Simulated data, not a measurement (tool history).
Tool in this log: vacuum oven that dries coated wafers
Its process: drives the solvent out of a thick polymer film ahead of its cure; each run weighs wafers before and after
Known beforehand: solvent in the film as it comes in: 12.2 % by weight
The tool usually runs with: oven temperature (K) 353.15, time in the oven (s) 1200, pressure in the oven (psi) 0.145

| run | hour | oven temperature (K) | time in the oven (s) | pressure in the oven (psi) | solvent left in the film (%) |
|---|---|---|---|---|---|
| 1 | 0.0 | 353.15 | 1200 | 0.145 | 2.30 |
| 2 | 67.5 | 353.15 | 1200 | 0.145 | 2.28 |
| 3 | 129.9 | 353.15 | 1200 | 0.145 | 2.18 |
| 4 | 198.6 | 353.15 | 1200 | 0.145 | 2.15 |
| 5 | 263.2 | 353.15 | 960 | 0.145 | 2.82 |
| 6 | 310.9 | 353.15 | 1200 | 0.088 | 1.92 |
|  | 376.4 | oven's thermocouples calibrated |
| 7 | 422.4 | 353.15 | 1200 | 0.145 | 2.72 |
| 8 | 509.7 | 353.15 | 1200 | 0.145 | 2.78 |
| 9 | 603.2 | 353.15 | 1200 | 0.145 | 2.72 |
| 10 | 663.9 | 353.15 | 1200 | 0.145 | 2.78 |
| 11 | 729.7 | 353.15 | 1200 | 0.145 | 2.81 |
| 12 | 810.1 | 347.15 | 660 | 0.145 | 5.99 |
| 13 | 896.7 | 347.15 | 660 | 0.087 | 5.64 |
| 14 | 953.1 | 355.15 | 660 | 0.087 | 3.93 |
| 15 | 1014.5 | 355.15 | 660 | 0.087 | 3.89 |
| 16 | 1089.7 | 355.15 | 660 | 0.309 | 4.85 |
| 17 | 1154.4 | 346.15 | 1860 | 0.368 | 4.61 |
| 18 | 1240.0 | 358.15 | 960 | 0.273 | 3.00 |
| 19 | 1301.1 | 353.15 | 780 | 0.107 | 3.92 |
| 20 | 1346.7 | 347.15 | 1860 | 0.119 | 2.54 |
| 21 | 1394.5 | 347.15 | 2040 | 0.210 | 3.05 |
| 22 | 1481.2 | 353.15 | 1200 | 0.466 | 4.64 |

What if the next run were any one of these 5? Each begins from the tool's condition after run 22:
| A | 1586.3 | 353.15 | 1200 | 0.496 | ? |
| B | 1586.3 | 353.15 | 900 | 0.145 | ? |
| C | 1586.3 | 353.15 | 1440 | 0.075 | ? |
| D | 1586.3 | 353.15 | 960 | 0.244 | ? |
| E | 1586.3 | 353.15 | 1500 | 0.145 | ? |

| run | solvent left in the film (%) |
|---|---|
| A | 4.62 |
| B | 3.48 |
| C | 1.77 |
| D | 3.68 |
| E | 2.17 |
With the hidden condition removed and each run's random variation left untouched, the same runs would have given:
| run | solvent left in the film (%) |
|---|---|
| A | 4.81 |
| B | 3.65 |
| C | 1.81 |
| D | 3.86 |
| E | 2.23 |
